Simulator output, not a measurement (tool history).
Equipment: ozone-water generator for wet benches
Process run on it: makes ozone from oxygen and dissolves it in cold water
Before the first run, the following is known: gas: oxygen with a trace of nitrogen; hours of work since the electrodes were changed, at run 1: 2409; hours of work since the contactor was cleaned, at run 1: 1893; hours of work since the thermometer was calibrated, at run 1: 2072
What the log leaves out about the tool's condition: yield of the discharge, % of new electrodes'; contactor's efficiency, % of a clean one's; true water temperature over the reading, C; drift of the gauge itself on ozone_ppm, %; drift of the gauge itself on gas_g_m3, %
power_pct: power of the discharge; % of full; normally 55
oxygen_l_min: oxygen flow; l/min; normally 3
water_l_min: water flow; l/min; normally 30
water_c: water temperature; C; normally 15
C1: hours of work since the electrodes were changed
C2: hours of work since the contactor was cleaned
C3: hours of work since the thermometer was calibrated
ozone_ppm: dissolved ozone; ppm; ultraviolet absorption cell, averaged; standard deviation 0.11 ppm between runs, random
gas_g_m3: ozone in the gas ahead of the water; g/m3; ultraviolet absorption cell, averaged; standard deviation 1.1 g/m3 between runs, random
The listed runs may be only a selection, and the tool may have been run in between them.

{"run": 1, "day": 0.0, "power_pct": 55, "oxygen_l_min": 3, "water_l_min": 30, "water_c": 15, "C1": 2409, "C2": 1893, "C3": 2072, "ozone_ppm": 10.7, "gas_g_m3": 175.2}
{"run": 2, "day": 2.279, "power_pct": 55, "oxygen_l_min": 3, "water_l_min": 30, "water_c": 15, "C1": 2458, "C2": 1942, "C3": 2120, "ozone_ppm": 10.6, "gas_g_m3": 175.5}
{"run": 3, "day": 4.829, "power_pct": 55, "oxygen_l_min": 3, "water_l_min": 22, "water_c": 15, "C1": 2513, "C2": 1996, "C3": 2175, "ozone_ppm": 14.1, "gas_g_m3": 175.9}
{"run": 4, "day": 6.029, "power_pct": 55, "oxygen_l_min": 3, "water_l_min": 22, "water_c": 15, "C1": 2539, "C2": 2022, "C3": 2201, "ozone_ppm": 14.3, "gas_g_m3": 175.5}
{"run": 5, "day": 7.496, "power_pct": 55, "oxygen_l_min": 3, "water_l_min": 22, "water_c": 15, "C1": 2570, "C2": 2054, "C3": 2232, "ozone_ppm": 14.3, "gas_g_m3": 173.6}
{"run": 6, "day": 10.375, "power_pct": 55, "oxygen_l_min": 3, "water_l_min": 22, "water_c": 15, "C1": 2632, "C2": 2115, "C3": 2294, "ozone_ppm": 14.1, "gas_g_m3": 175}
{"run": 7, "day": 12.017, "power_pct": 55, "oxygen_l_min": 3, "water_l_min": 22, "water_c": 15, "C1": 2667, "C2": 2150, "C3": 2329, "ozone_ppm": 14.2, "gas_g_m3": 172}
{"run": 8, "day": 13.833, "power_pct": 55, "oxygen_l_min": 3, "water_l_min": 22, "water_c": 15, "C1": 2706, "C2": 2189, "C3": 2368, "ozone_ppm": 14.1, "gas_g_m3": 172.4}
{"run": 9, "day": 16.567, "power_pct": 55, "oxygen_l_min": 3, "water_l_min": 22, "water_c": 15, "C1": 2764, "C2": 2248, "C3": 2427, "ozone_ppm": 13.9, "gas_g_m3": 172.2}
{"run": 10, "day": 19.221, "power_pct": 55, "oxygen_l_min": 3, "water_l_min": 36, "water_c": 15, "C1": 2821, "C2": 2305, "C3": 2483, "ozone_ppm": 8.9, "gas_g_m3": 173.6}
{"run": 11, "day": 20.846, "power_pct": 55, "oxygen_l_min": 3, "water_l_min": 36, "water_c": 15, "C1": 2856, "C2": 2340, "C3": 2518, "ozone_ppm": 9, "gas_g_m3": 171.5}
{"run": 12, "day": 23.454, "power_pct": 55, "oxygen_l_min": 2.1, "water_l_min": 36, "water_c": 15, "C1": 2912, "C2": 2396, "C3": 2574, "ozone_ppm": 8, "gas_g_m3": 212.5}
{"run": 13, "day": 25.562, "power_pct": 55, "oxygen_l_min": 3, "water_l_min": 30, "water_c": 15, "C1": 2957, "C2": 2441, "C3": 2619, "ozone_ppm": 10.5, "gas_g_m3": 172.8}
{"day": 25.7, "done": "water thermometer calibrated"}
{"run": 14, "day": 26.758, "power_pct": 55, "oxygen_l_min": 3, "water_l_min": 43, "water_c": 15, "C1": 2982, "C2": 2466, "C3": 23, "ozone_ppm": 7.4, "gas_g_m3": 172}
{"run": 15, "day": 28.188, "power_pct": 55, "oxygen_l_min": 3, "water_l_min": 30, "water_c": 7, "C1": 3013, "C2": 2496, "C3": 53, "ozone_ppm": 11.2, "gas_g_m3": 173}
{"run": 16, "day": 30.85, "power_pct": 55, "oxygen_l_min": 3, "water_l_min": 30, "water_c": 7, "C1": 3070, "C2": 2554, "C3": 110, "ozone_ppm": 11.3, "gas_g_m3": 171.6}
{"run": 17, "day": 32.279, "power_pct": 55, "oxygen_l_min": 3, "water_l_min": 30, "water_c": 15, "C1": 3101, "C2": 2584, "C3": 141, "ozone_ppm": 10.5, "gas_g_m3": 172.6}
{"day": 33.988, "done": "water thermometer calibrated, once more"}
{"run": 18, "day": 35.067, "power_pct": 63, "oxygen_l_min": 3, "water_l_min": 30, "water_c": 15, "C1": 3160, "C2": 2643, "C3": 23, "ozone_ppm": 11.2, "gas_g_m3": 186.4}
{"run": 19, "day": 37.829, "power_pct": 55, "oxygen_l_min": 3, "water_l_min": 43, "water_c": 13, "C1": 3219, "C2": 2703, "C3": 82, "ozone_ppm": 7.6, "gas_g_m3": 171}
{"run": 20, "day": 40.238, "power_pct": 55, "oxygen_l_min": 3, "water_l_min": 30, "water_c": 15, "C1": 3271, "C2": 2754, "C3": 134, "ozone_ppm": 10.5, "gas_g_m3": 170.1}
{"run": 21, "day": 42.471, "power_pct": 55, "oxygen_l_min": 3, "water_l_min": 30, "water_c": 15, "C1": 3319, "C2": 2802, "C3": 182, "ozone_ppm": 10.5, "gas_g_m3": 170.2}
{"run": 22, "day": 44.621, "power_pct": 55, "oxygen_l_min": 3, "water_l_min": 30, "water_c": 15, "C1": 3365, "C2": 2848, "C3": 228, "ozone_ppm": 10.5, "gas_g_m3": 169.1}
{"run": 23, "day": 47.279, "power_pct": 74, "oxygen_l_min": 4.54, "water_l_min": 30, "water_c": 15, "C1": 3422, "C2": 2905, "C3": 285, "ozone_ppm": 13.3, "gas_g_m3": 158.1}
{"run": 24, "day": 50.067, "power_pct": 63, "oxygen_l_min": 2.92, "water_l_min": 30, "water_c": 15, "C1": 3481, "C2": 2965, "C3": 345, "ozone_ppm": 11.1, "gas_g_m3": 187}
{"run": 25, "day": 51.496, "power_pct": 63, "oxygen_l_min": 2.56, "water_l_min": 33, "water_c": 15, "C1": 3512, "C2": 2995, "C3": 375, "ozone_ppm": 9.9, "gas_g_m3": 202.6}
{"run": 26, "day": 54.138, "power_pct": 51, "oxygen_l_min": 2.07, "water_l_min": 30, "water_c": 14, "C1": 3569, "C2": 3052, "C3": 432, "ozone_ppm": 9.1, "gas_g_m3": 201.1}
{"run": 27, "day": 55.338, "power_pct": 94, "oxygen_l_min": 3, "water_l_min": 43, "water_c": 15, "C1": 3594, "C2": 3078, "C3": 457, "ozone_ppm": 10, "gas_g_m3": 229.4}
{"run": 28, "day": 56.729, "power_pct": 94, "oxygen_l_min": 3, "water_l_min": 43, "water_c": 15, "C1": 3624, "C2": 3108, "C3": 487, "ozone_ppm": 9.8, "gas_g_m3": 230.5}
{"run": 29, "day": 58.467, "power_pct": 94, "oxygen_l_min": 3, "water_l_min": 43, "water_c": 15, "C1": 3661, "C2": 3145, "C3": 525, "ozone_ppm": 9.8, "gas_g_m3": 230.3}
{"run": 30, "day": 60.867, "power_pct": 55, "oxygen_l_min": 2.53, "water_l_min": 31, "water_c": 13, "C1": 3713, "C2": 3196, "C3": 576, "ozone_ppm": 9.8, "gas_g_m3": 187.5}
{"run": 31, "day": 62.921, "power_pct": 55, "oxygen_l_min": 2.53, "water_l_min": 31, "water_c": 13, "C1": 3757, "C2": 3240, "C3": 620, "ozone_ppm": 9.7, "gas_g_m3": 185.8}
{"run": 32, "day": 64.292, "power_pct": 45, "oxygen_l_min": 3.51, "water_l_min": 20, "water_c": 10, "C1": 3786, "C2": 3270, "C3": 649, "ozone_ppm": 13.9, "gas_g_m3": 137.9}
{"run": 33, "day": 67.179, "power_pct": 55, "oxygen_l_min": 3, "water_l_min": 30, "water_c": 11, "C1": 3848, "C2": 3332, "C3": 711, "ozone_ppm": 10.5, "gas_g_m3": 166.1}

Expected results for the next run?
{"run": 34, "day": 69.612, "power_pct": 98, "oxygen_l_min": 3, "water_l_min": 40, "water_c": 12, "C1": 3900, "C2": 3384, "C3": 763, "ozone_ppm": "?", "gas_g_m3": "?"}

{"run 34": {"ozone_ppm": 10.8, "gas_g_m3": 232.9}}
Had the tool carried no hidden state, the very same run would have given ozone_ppm 13.1 ppm, gas_g_m3 271 g/m3.

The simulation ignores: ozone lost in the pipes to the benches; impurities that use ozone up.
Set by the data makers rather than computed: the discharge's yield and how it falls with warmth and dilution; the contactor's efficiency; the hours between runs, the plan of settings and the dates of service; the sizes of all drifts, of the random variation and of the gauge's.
